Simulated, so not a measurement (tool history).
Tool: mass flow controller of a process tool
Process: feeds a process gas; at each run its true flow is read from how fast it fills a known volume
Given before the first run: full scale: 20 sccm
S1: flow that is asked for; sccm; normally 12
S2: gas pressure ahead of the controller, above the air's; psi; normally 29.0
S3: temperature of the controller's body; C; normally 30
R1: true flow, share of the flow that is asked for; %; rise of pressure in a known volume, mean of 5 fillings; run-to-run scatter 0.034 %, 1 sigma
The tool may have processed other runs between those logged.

run	day	S1	S2	S3	R1
1	0.000	12	29.0	30	99.86
2	8.829	12	29.0	30	99.84
3	17.642	12	29.0	30	99.80
4	29.254	12	29.0	30	99.70
# day 30.325: controller's zero set anew
5	34.642	12	29.0	30	99.82
6	43.842	12	29.0	30	99.68
7	52.454	5	29.0	30	99.32
8	63.567	5	29.0	30	99.25
9	72.196	5	29.0	30	99.27
10	79.779	12	29.0	36	99.78
11	88.621	4	22.5	21	99.01
12	99.279	4	22.5	21	98.91
13	109.421	9	29.2	38	99.46
14	120.071	12	22.8	30	99.50
15	128.621	16	22.0	30	99.67
16	135.404	18	34.7	25	98.91
17	141.671	9	29.0	29	99.05
18	153.417	2	29.0	30	98.72
19	161.846	6	30.3	28	98.66

Below are 3 alternative next runs, each starting from the tool's condition after run 19. Predict each:
# day 169.592: gauge calibrated
A	169.592	3	29.7	36	?
# day 169.592: gauge calibrated
B	169.592	6	30.3	30	?
# day 169.592: gauge calibrated
C	169.592	3	29.0	23	?

run	R1
A	99.81
B	99.64
C	99.27
Stripped of hidden state, with their random variation kept, the same runs would have yielded:
run	R1
A	99.81
B	99.64
C	99.28
